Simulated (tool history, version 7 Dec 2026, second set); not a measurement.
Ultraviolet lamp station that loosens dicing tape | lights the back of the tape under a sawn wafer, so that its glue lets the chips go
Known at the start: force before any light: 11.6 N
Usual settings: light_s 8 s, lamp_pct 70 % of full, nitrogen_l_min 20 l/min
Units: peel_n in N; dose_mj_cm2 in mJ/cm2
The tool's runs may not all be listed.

run	hour	light_s	lamp_pct	nitrogen_l_min	peel_n	dose_mj_cm2
1	0	8	70	20	2.232	134
# hour 23.6: window cleaned of glue's vapour
2	37.3	8	77	20	2.255	131
3	56.7	8	77	20	2.388	129
4	76.1	10	70	20	1.903	144
5	95.2	8	70	28	2.525	115
6	117.3	8	70	28	2.508	115
7	143	8	70	28	2.571	111
8	164.1	8	70	20	2.808	111
9	186.3	8	70	20	2.902	114
10	220.5	8	70	20	3.165	105
11	237.5	8	70	20	3.114	107
# hour 252.6: window cleaned of glue's vapour, once more
12	259.6	5	93	20	2.486	126
13	290.2	5	93	8	3.446	119
14	306	5	72	8	4.686	98
15	326.4	10	70	20	1.294	178

The next listed run, before its measurement:
16	356.7	10	64	18	?	?

{"run 16": {"peel_n": 1.604, "dose_mj_cm2": 163}}
Without the tool's hidden state the same run would have given peel_n 1.026 N, dose_mj_cm2 203 mJ/cm2.
